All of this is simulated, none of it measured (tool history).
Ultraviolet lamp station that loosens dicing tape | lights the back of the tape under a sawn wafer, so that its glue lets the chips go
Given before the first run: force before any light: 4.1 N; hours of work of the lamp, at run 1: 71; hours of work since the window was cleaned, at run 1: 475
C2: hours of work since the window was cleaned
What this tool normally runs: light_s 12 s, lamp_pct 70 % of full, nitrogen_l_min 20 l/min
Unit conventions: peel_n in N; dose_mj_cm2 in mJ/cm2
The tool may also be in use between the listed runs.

run 1 hour=0 | light_s=12 lamp_pct=70 nitrogen_l_min=20 | hours_of_work_of_the_lamp=71 C2=475 | peel_n=0.598 dose_mj_cm2=386
run 2 hour=29.6 | light_s=12 lamp_pct=70 nitrogen_l_min=15 | hours_of_work_of_the_lamp=88 C2=492 | peel_n=0.686 dose_mj_cm2=381
run 3 hour=59.8 | light_s=12 lamp_pct=70 nitrogen_l_min=14 | hours_of_work_of_the_lamp=106 C2=509 | peel_n=0.739 dose_mj_cm2=374
run 4 hour=85.8 | light_s=12 lamp_pct=70 nitrogen_l_min=14 | hours_of_work_of_the_lamp=121 C2=524 | peel_n=0.756 dose_mj_cm2=372
run 5 hour=117 | light_s=10 lamp_pct=70 nitrogen_l_min=20 | hours_of_work_of_the_lamp=138 C2=542 | peel_n=0.833 dose_mj_cm2=306
run 6 hour=137.7 | light_s=10 lamp_pct=70 nitrogen_l_min=20 | hours_of_work_of_the_lamp=150 C2=554 | peel_n=0.84 dose_mj_cm2=305
run 7 hour=161.8 | light_s=10 lamp_pct=70 nitrogen_l_min=20 | hours_of_work_of_the_lamp=164 C2=568 | peel_n=0.847 dose_mj_cm2=301
run 8 hour=185.6 | light_s=12 lamp_pct=70 nitrogen_l_min=20 | hours_of_work_of_the_lamp=178 C2=582 | peel_n=0.639 dose_mj_cm2=355
-- hour=196.7 window cleaned of glue's vapour
run 9 hour=204.8 | light_s=12 lamp_pct=70 nitrogen_l_min=20 | hours_of_work_of_the_lamp=189 C2=5 | peel_n=0.523 dose_mj_cm2=408
run 10 hour=223.1 | light_s=12 lamp_pct=70 nitrogen_l_min=20 | hours_of_work_of_the_lamp=199 C2=15 | peel_n=0.548 dose_mj_cm2=404
run 11 hour=249.1 | light_s=12 lamp_pct=70 nitrogen_l_min=20 | hours_of_work_of_the_lamp=214 C2=30 | peel_n=0.564 dose_mj_cm2=403
run 12 hour=279 | light_s=12 lamp_pct=70 nitrogen_l_min=20 | hours_of_work_of_the_lamp=231 C2=47 | peel_n=0.558 dose_mj_cm2=396
run 13 hour=299.9 | light_s=12 lamp_pct=70 nitrogen_l_min=20 | hours_of_work_of_the_lamp=243 C2=59 | peel_n=0.578 dose_mj_cm2=394
run 14 hour=315.8 | light_s=12 lamp_pct=70 nitrogen_l_min=20 | hours_of_work_of_the_lamp=253 C2=68 | peel_n=0.564 dose_mj_cm2=394
run 15 hour=335.5 | light_s=12 lamp_pct=98 nitrogen_l_min=36 | hours_of_work_of_the_lamp=264 C2=80 | peel_n=0.3 dose_mj_cm2=550
run 16 hour=363.3 | light_s=12 lamp_pct=98 nitrogen_l_min=36 | hours_of_work_of_the_lamp=280 C2=96 | peel_n=0.282 dose_mj_cm2=533
run 17 hour=379.5 | light_s=13 lamp_pct=85 nitrogen_l_min=9 | hours_of_work_of_the_lamp=289 C2=105 | peel_n=0.605 dose_mj_cm2=511
run 18 hour=407.5 | light_s=19 lamp_pct=74 nitrogen_l_min=20 | hours_of_work_of_the_lamp=305 C2=121 | peel_n=0.301 dose_mj_cm2=638
run 19 hour=434.5 | light_s=19 lamp_pct=74 nitrogen_l_min=20 | hours_of_work_of_the_lamp=321 C2=137 | peel_n=0.296 dose_mj_cm2=628
run 20 hour=466.3 | light_s=19 lamp_pct=74 nitrogen_l_min=20 | hours_of_work_of_the_lamp=339 C2=155 | peel_n=0.312 dose_mj_cm2=627
run 21 hour=494.1 | light_s=19 lamp_pct=74 nitrogen_l_min=20 | hours_of_work_of_the_lamp=355 C2=171 | peel_n=0.314 dose_mj_cm2=612
run 22 hour=525 | light_s=8 lamp_pct=77 nitrogen_l_min=7 | hours_of_work_of_the_lamp=373 C2=189 | peel_n=1.481 dose_mj_cm2=268
run 23 hour=542.6 | light_s=12 lamp_pct=91 nitrogen_l_min=33 | hours_of_work_of_the_lamp=383 C2=199 | peel_n=0.36 dose_mj_cm2=464
run 24 hour=569.1 | light_s=8 lamp_pct=85 nitrogen_l_min=19 | hours_of_work_of_the_lamp=398 C2=214 | peel_n=0.919 dose_mj_cm2=290
run 25 hour=594.2 | light_s=13 lamp_pct=86 nitrogen_l_min=31 | hours_of_work_of_the_lamp=413 C2=229 | peel_n=0.37 dose_mj_cm2=468
run 26 hour=613.8 | light_s=13 lamp_pct=86 nitrogen_l_min=22 | hours_of_work_of_the_lamp=424 C2=240 | peel_n=0.418 dose_mj_cm2=471
run 27 hour=631.3 | light_s=9 lamp_pct=86 nitrogen_l_min=22 | hours_of_work_of_the_lamp=434 C2=250 | peel_n=0.73 dose_mj_cm2=321

For each run, the measured value with the value that run would have given without the tool's hidden condition subtracted. The run-to-run variation is shared by both, the gauge scatter possibly not:
Hidden state present: lamp's light, % of a new lamp's; light that the window lets through, % of a clean one's; drift of the gauge itself on peel_n, %; drift of the gauge itself on dose_mj_cm2, %.
run=1 peel_n=+0.125 dose_mj_cm2=-66
run=2 peel_n=+0.149 dose_mj_cm2=-69
run=3 peel_n=+0.169 dose_mj_cm2=-74
run=4 peel_n=+0.181 dose_mj_cm2=-77
run=5 peel_n=+0.204 dose_mj_cm2=-68
run=6 peel_n=+0.213 dose_mj_cm2=-71
run=7 peel_n=+0.222 dose_mj_cm2=-72
run=8 peel_n=+0.179 dose_mj_cm2=-89
run=9 peel_n=+0.071 dose_mj_cm2=-42
run=10 peel_n=+0.079 dose_mj_cm2=-44
run=11 peel_n=+0.085 dose_mj_cm2=-48
run=12 peel_n=+0.094 dose_mj_cm2=-52
run=13 peel_n=+0.1 dose_mj_cm2=-55
run=14 peel_n=+0.103 dose_mj_cm2=-57
run=15 peel_n=+0.034 dose_mj_cm2=-84
run=16 peel_n=+0.035 dose_mj_cm2=-88
run=17 peel_n=+0.125 dose_mj_cm2=-88
run=18 peel_n=+0.04 dose_mj_cm2=-116
run=19 peel_n=+0.042 dose_mj_cm2=-122
run=20 peel_n=+0.047 dose_mj_cm2=-129
run=21 peel_n=+0.05 dose_mj_cm2=-134
run=22 peel_n=+0.289 dose_mj_cm2=-62
run=23 peel_n=+0.076 dose_mj_cm2=-112
run=24 peel_n=+0.245 dose_mj_cm2=-73
run=25 peel_n=+0.083 dose_mj_cm2=-124
run=26 peel_n=+0.109 dose_mj_cm2=-128
run=27 peel_n=+0.22 dose_mj_cm2=-91

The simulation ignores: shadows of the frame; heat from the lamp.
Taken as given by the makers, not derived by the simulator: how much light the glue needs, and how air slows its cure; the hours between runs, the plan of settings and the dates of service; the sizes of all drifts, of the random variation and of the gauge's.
